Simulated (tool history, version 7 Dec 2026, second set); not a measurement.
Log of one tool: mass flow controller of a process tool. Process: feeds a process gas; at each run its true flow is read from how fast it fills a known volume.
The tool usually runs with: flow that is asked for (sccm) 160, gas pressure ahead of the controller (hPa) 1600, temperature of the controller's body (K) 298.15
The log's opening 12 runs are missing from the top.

run	hour	flow that is asked for (sccm)	gas pressure ahead of the controller (hPa)	temperature of the controller's body (K)	true flow (%)
13	4739.3	160	1450	298.15	99.96
14	5244.6	160	1450	298.15	100.03
15	5738.8	160	1450	298.15	99.99
16	5965.0	160	1450	298.15	99.93
17	6443.3	160	1450	298.15	99.99
18	6853.2	160	1450	298.15	99.96
19	7158.4	160	1600	298.15	100.05
# hour 7237.5: controller's zero set anew
20	7617.5	160	1600	298.15	99.88
21	7913.5	160	1600	298.15	99.81
22	8331.3	160	1600	298.15	99.72
23	8678.7	64	1600	298.15	98.90
24	8938.5	160	1550	303.15	99.97
25	9374.7	54	1600	298.15	98.77
26	9668.2	160	1600	302.15	99.92
27	10196.9	188	1600	306.15	100.40
28	10625.4	183	2380	310.15	99.83
29	11145.2	183	2610	310.15	99.65
30	11553.3	183	2610	310.15	99.65
31	11958.7	183	2610	310.15	99.64
32	12464.9	183	2610	310.15	99.61
33	12781.3	183	2610	310.15	99.52

Run 34 has not been measured yet. What should we expect?
34	13158.7	183	2610	310.15	?

Run 34 yielded true flow (%) 99.71.
If the tool had no hidden condition, the same run with the same run-to-run variation would have returned true flow (%) 99.75.
